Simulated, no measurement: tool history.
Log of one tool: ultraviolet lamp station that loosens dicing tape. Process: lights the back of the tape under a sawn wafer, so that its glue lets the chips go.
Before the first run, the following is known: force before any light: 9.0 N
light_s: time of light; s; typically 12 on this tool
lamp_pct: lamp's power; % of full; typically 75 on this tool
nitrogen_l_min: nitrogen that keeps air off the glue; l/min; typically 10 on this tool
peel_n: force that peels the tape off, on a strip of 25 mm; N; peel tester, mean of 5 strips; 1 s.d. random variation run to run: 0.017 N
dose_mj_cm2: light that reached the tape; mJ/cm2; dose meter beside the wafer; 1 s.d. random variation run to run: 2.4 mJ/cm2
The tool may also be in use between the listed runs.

run	day	light_s	lamp_pct	nitrogen_l_min	peel_n	dose_mj_cm2
1	0	12	75	10	1.188	214
2	0.758	12	75	10	1.26	217
3	1.396	12	75	10	1.265	212
4	2.012	12	75	10	1.272	215
5	2.433	12	75	10	1.333	205
6	2.738	12	80	10	1.185	225
7	3.112	12	80	10	1.193	226
8	3.638	12	80	10	1.187	220
9	4.254	8	100	7	2.045	179
10	4.821	7	66	4	4.473	107
11	5.488	12	75	19	0.922	202
12	5.938	21	94	4	0.661	439
13	6.5	21	94	4	0.671	432
14	7.142	21	94	4	0.719	432
15	7.604	9	94	4	2.85	184
16	8.233	12	81	9	1.438	212

4 ways to go on from here, each from the tool as it stands after run 16. What would each give?
A	8.712	12	81	11	?	?
B	8.712	11	81	9	?	?
C	8.712	12	86	5	?	?
D	8.712	12	75	13	?	?

run	peel_n	dose_mj_cm2
A	1.222	207
B	1.682	190
C	1.946	225
D	1.238	194
Had the tool no hidden state, the same runs would have come out as:
run	peel_n	dose_mj_cm2
A	0.646	290
B	0.931	266
C	1.119	314
D	0.654	271
